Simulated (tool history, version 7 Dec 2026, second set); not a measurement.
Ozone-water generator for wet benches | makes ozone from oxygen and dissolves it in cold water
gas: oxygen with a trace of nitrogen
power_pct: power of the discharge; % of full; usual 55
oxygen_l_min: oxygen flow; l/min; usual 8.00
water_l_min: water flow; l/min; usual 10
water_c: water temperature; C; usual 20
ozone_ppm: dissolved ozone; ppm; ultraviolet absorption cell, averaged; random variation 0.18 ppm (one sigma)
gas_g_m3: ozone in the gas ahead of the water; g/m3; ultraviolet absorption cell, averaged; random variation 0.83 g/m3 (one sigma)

Run 1, hour 0.0: usual settings. Result: ozone_ppm 23.0 ppm, gas_g_m3 129.6 g/m3.
Run 2, hour 51.9: usual settings but water_c 22 C. Result: ozone_ppm 21.4 ppm, gas_g_m3 129.5 g/m3.
Run 3, hour 95.9: usual settings but water_c 22 C. Result: ozone_ppm 21.4 ppm, gas_g_m3 128.9 g/m3.
Run 4, hour 151.9: usual settings but water_c 22 C. Result: ozone_ppm 21.5 ppm, gas_g_m3 127.5 g/m3.
Run 5, hour 199.6: usual settings but water_c 22 C. Result: ozone_ppm 21.8 ppm, gas_g_m3 128.7 g/m3.
Run 6, hour 268.1: usual settings but water_c 22 C. Result: ozone_ppm 21.4 ppm, gas_g_m3 128.7 g/m3.
Run 7, hour 339.2: usual settings but water_c 22 C. Result: ozone_ppm 21.6 ppm, gas_g_m3 127.1 g/m3.
Run 8, hour 378.3: usual settings but power_pct 79 % of full. Result: ozone_ppm 27.0 ppm, gas_g_m3 155.2 g/m3.
Run 9, hour 423.1: usual settings but power_pct 79 % of full. Result: ozone_ppm 27.2 ppm, gas_g_m3 155.2 g/m3.
Run 10, hour 485.2: usual settings but power_pct 79 % of full. Result: ozone_ppm 27.3 ppm, gas_g_m3 153.9 g/m3.
Run 11, hour 530.7: usual settings. Result: ozone_ppm 22.4 ppm, gas_g_m3 127.8 g/m3.
Run 12, hour 596.7: usual settings. Result: ozone_ppm 22.2 ppm, gas_g_m3 129.3 g/m3.
Run 13, hour 649.4: usual settings. Result: ozone_ppm 22.5 ppm, gas_g_m3 127.7 g/m3.
Run 14, hour 720.5: usual settings but water_c 15 C. Result: ozone_ppm 25.0 ppm, gas_g_m3 128.4 g/m3.
Run 15, hour 787.5: usual settings but power_pct 43 % of full. Result: ozone_ppm 19.7 ppm, gas_g_m3 113.0 g/m3.
Run 16, hour 825.6: usual settings but power_pct 43 % of full. Result: ozone_ppm 19.6 ppm, gas_g_m3 113.5 g/m3.
Run 17, hour 874.7: usual settings but water_l_min 7 l/min, water_c 22 C. Result: ozone_ppm 24.3 ppm, gas_g_m3 127.9 g/m3.
Run 18, hour 950.0: usual settings but oxygen_l_min 8.94 l/min. Result: ozone_ppm 21.7 ppm, gas_g_m3 120.1 g/m3.
At hour 957.3: contactor cleaned.
At hour 999.0: water thermometer calibrated.
Run 19, hour 1000.7: usual settings but power_pct 67 % of full, oxygen_l_min 7.04 l/min, water_l_min 7 l/min, water_c 23 C. Result: ozone_ppm 28.3 ppm, gas_g_m3 153.6 g/m3.
Run 20, hour 1048.4: usual settings but power_pct 67 % of full, oxygen_l_min 7.04 l/min, water_l_min 12 l/min, water_c 23 C. Result: ozone_ppm 22.1 ppm, gas_g_m3 154.3 g/m3.
Run 21, hour 1104.5: usual settings but power_pct 67 % of full, oxygen_l_min 7.04 l/min, water_l_min 9 l/min, water_c 18 C. Result: ozone_ppm 28.0 ppm, gas_g_m3 151.8 g/m3.
Run 22, hour 1149.8: usual settings but water_l_min 6 l/min. Result: ozone_ppm 27.2 ppm, gas_g_m3 127.8 g/m3.
Run 23, hour 1205.7: usual settings but water_c 13 C. Result: ozone_ppm 26.3 ppm, gas_g_m3 128.2 g/m3.
At hour 1245.1: contactor cleaned, once more.
Run 24, hour 1278.2: usual settings but water_c 13 C. Result: ozone_ppm 27.6 ppm, gas_g_m3 128.7 g/m3.
Run 25, hour 1319.5: usual settings but power_pct 58 % of full, oxygen_l_min 6.63 l/min, water_c 13 C. Result: ozone_ppm 29.9 ppm, gas_g_m3 146.9 g/m3.

3 ways to go on from here, each from the tool as it stands after run 25. What would each give?
Run A, hour 1380.8: usual settings but power_pct 51 % of full, oxygen_l_min 6.63 l/min, water_c 13 C. Result: ozone_ppm ?, gas_g_m3 ?.
Run B, hour 1380.8: usual settings but power_pct 58 % of full, oxygen_l_min 7.73 l/min, water_c 13 C. Result: ozone_ppm ?, gas_g_m3 ?.
Run C, hour 1380.8: usual settings but power_pct 58 % of full, oxygen_l_min 4.85 l/min, water_c 13 C. Result: ozone_ppm ?, gas_g_m3 ?.

run  ozone_ppm  gas_g_m3
  A       27.9     137.1
  B       28.8     135.1
  C       32.0     178.5
Without the tool's hidden state the same runs would have given:
run  ozone_ppm  gas_g_m3
  A       28.9     141.8
  B       29.9     140.1
  C       33.3     185.1

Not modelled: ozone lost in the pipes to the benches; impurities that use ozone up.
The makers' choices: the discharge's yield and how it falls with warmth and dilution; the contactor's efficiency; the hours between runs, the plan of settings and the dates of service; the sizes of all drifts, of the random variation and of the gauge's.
